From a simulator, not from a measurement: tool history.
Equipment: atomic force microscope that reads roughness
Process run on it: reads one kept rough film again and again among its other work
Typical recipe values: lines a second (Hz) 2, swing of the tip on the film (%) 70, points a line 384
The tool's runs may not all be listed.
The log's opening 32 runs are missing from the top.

run    hour  lines a second (Hz)  swing of the tip on the film (%)  points a line  roughness of the kept film (nm (root mean square))
 33   886.3                 0.86                                67            460                                               3.421
      897.5  -- new tip fitted
 34   921.5                 0.86                                67            460                                               3.451
 35   947.8                 0.86                                67            460                                               3.445
      963.5  -- new tip fitted
 36   984.7                 0.86                                69            998                                               3.432
 37  1021.1                 0.86                                68            998                                               3.424
     1029.9  -- new tip fitted
 38  1055.6                 0.86                                68            998                                               3.428
 39  1079.2                 0.86                                68            998                                               3.444
     1095.5  -- new tip fitted
 40  1095.5                    2                                60            339                                               3.348
 41  1112.5                    2                                73            430                                               3.131
 42  1149.4                 3.88                                61            420                                               3.146

For run 43, what comes out?
     1162.3  -- new tip fitted
 43  1185.8                 0.68                                85            420                                                   ?

roughness of the kept film (nm (root mean square)): 3.296
Take away the tool's hidden state, keep the run-to-run variation as it was, and the same run would have given roughness of the kept film (nm (root mean square)) 3.303.

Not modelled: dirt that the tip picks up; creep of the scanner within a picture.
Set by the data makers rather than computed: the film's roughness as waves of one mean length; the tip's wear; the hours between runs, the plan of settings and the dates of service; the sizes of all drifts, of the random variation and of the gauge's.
